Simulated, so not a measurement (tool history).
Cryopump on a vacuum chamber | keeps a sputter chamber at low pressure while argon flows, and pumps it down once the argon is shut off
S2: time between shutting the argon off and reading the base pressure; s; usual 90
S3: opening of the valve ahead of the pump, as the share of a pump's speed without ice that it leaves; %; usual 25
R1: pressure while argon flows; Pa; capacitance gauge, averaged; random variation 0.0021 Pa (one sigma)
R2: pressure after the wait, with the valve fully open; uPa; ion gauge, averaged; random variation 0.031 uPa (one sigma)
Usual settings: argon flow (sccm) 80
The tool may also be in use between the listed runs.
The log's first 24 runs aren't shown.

run 25 day=97.175 | argon_flow_(sccm)=56 S2=293 S3=45 | R1=0.2042 R2=1.41
run 26 day=100.529 | argon_flow_(sccm)=56 S2=293 S3=45 | R1=0.2048 R2=1.42
run 27 day=105.979 | argon_flow_(sccm)=56 S2=258 S3=22 | R1=0.4118 R2=1.48
run 28 day=108.554 | argon_flow_(sccm)=100 S2=243 S3=18 | R1=0.9063 R2=1.58
run 29 day=111.075 | argon_flow_(sccm)=76 S2=209 S3=51 | R1=0.2526 R2=1.63
run 30 day=113.692 | argon_flow_(sccm)=76 S2=65 S3=51 | R1=0.2525 R2=3.03
run 31 day=117.867 | argon_flow_(sccm)=80 S2=90 S3=38 | R1=0.354 R2=2.52
run 32 day=123.108 | argon_flow_(sccm)=80 S2=90 S3=38 | R1=0.3559 R2=2.54
run 33 day=125.921 | argon_flow_(sccm)=80 S2=90 S3=41 | R1=0.332 R2=2.54

Forecast each of these 3 alternatives for the next run:
run A day=130.938 | argon_flow_(sccm)=84 S2=191 S3=41 | R1=? R2=?
run B day=130.938 | argon_flow_(sccm)=145 S2=90 S3=26 | R1=? R2=?
run C day=130.938 | argon_flow_(sccm)=114 S2=228 S3=26 | R1=? R2=?

run=A R1=0.3465 R2=1.86
run=B R1=0.9283 R2=2.62
run=C R1=0.7307 R2=1.83
Without the tool's hidden state the same runs would have given:
run=A R1=0.3226 R2=0.87
run=B R1=0.8867 R2=1.62
run=C R1=0.698 R2=0.82
